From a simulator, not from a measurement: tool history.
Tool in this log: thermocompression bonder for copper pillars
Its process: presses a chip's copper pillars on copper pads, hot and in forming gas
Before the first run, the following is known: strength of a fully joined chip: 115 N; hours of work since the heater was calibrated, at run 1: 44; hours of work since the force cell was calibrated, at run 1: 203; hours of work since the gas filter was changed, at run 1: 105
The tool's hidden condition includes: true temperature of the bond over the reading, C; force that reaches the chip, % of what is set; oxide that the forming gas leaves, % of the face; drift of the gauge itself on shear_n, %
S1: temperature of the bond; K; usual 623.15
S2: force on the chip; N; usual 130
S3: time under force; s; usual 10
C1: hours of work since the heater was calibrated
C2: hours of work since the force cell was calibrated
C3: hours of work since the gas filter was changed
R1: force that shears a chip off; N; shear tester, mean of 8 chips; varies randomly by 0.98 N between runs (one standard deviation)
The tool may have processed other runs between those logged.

run,day,S1,S2,S3,C1,C2,C3,R1
1,0,623.15,130,10,44,203,105,79.1
2,0.358,622.15,130,10,50,209,112,75.6
3,0.783,622.15,130,10,58,217,120,78.1
4,1.1,622.15,130,10,64,223,125,74.6
5,1.367,622.15,130,10,69,227,130,76.6
# day 1.475: forming gas filter changed
6,1.712,622.15,130,10,75,233,4,83.7
7,1.967,622.15,130,10,79,238,9,83.5
8,2.346,623.15,193,10,86,245,16,90.5
9,2.579,613.15,193,10,91,249,20,88.9
10,2.983,613.15,193,10,98,257,27,89.6
11,3.179,623.15,130,10,102,260,31,79
12,3.654,623.15,130,11,110,269,40,84.7
13,3.904,623.15,130,11,115,273,44,84.4
14,4.262,623.15,130,11,121,280,51,80.5
15,4.596,623.15,130,11,127,286,57,83.5
16,4.958,623.15,130,25,134,293,64,95.9
17,5.175,623.15,130,25,138,297,68,94.5
18,5.538,623.15,130,10,145,303,74,79.1
19,5.9,642.15,130,10,151,310,81,83.6
20,6.158,607.15,142,10,156,314,85,75.2
21,6.533,607.15,142,10,163,321,92,75.3
22,6.971,607.15,130,10,171,329,100,73
23,7.279,623.15,118,5,176,335,106,62.4
24,7.662,623.15,118,5,183,342,113,62.2
25,8.121,632.15,120,20,192,350,121,89.3
26,8.45,632.15,120,20,198,356,127,89.9
# day 8.729: forming gas filter changed
27,8.792,632.15,120,20,204,362,1,97.4
28,9.121,625.15,132,18,210,368,7,94.7
29,9.408,628.15,84,10,215,373,12,74.4
30,9.829,628.15,84,10,222,381,20,72.3
31,10.108,623.15,111,16,228,386,25,86.5
32,10.342,623.15,92,15,232,390,29,82.1
33,10.758,623.15,92,15,239,398,37,82.4
34,11.117,623.15,92,15,246,404,44,81.2
35,11.325,614.15,188,21,250,408,47,99.7
36,11.675,614.15,188,21,256,415,54,96.2

Consider 5 possible next runs. They are alternatives, not a sequence: every one starts from the tool as it was left by run 36. What does each give?
A,11.971,620.15,158,8,262,420,59,?
B,11.971,623.15,82,17,262,420,59,?
C,11.971,629.15,188,21,262,420,59,?
D,11.971,620.15,166,7,262,420,59,?
E,11.971,614.15,111,5,262,420,59,?

run,R1
A,80.1
B,79.2
C,101.6
D,79.3
E,59.5
Had the tool no hidden state, the same runs would have come out as:
run,R1
A,84.4
B,83.5
C,106.8
D,83.6
E,62.8

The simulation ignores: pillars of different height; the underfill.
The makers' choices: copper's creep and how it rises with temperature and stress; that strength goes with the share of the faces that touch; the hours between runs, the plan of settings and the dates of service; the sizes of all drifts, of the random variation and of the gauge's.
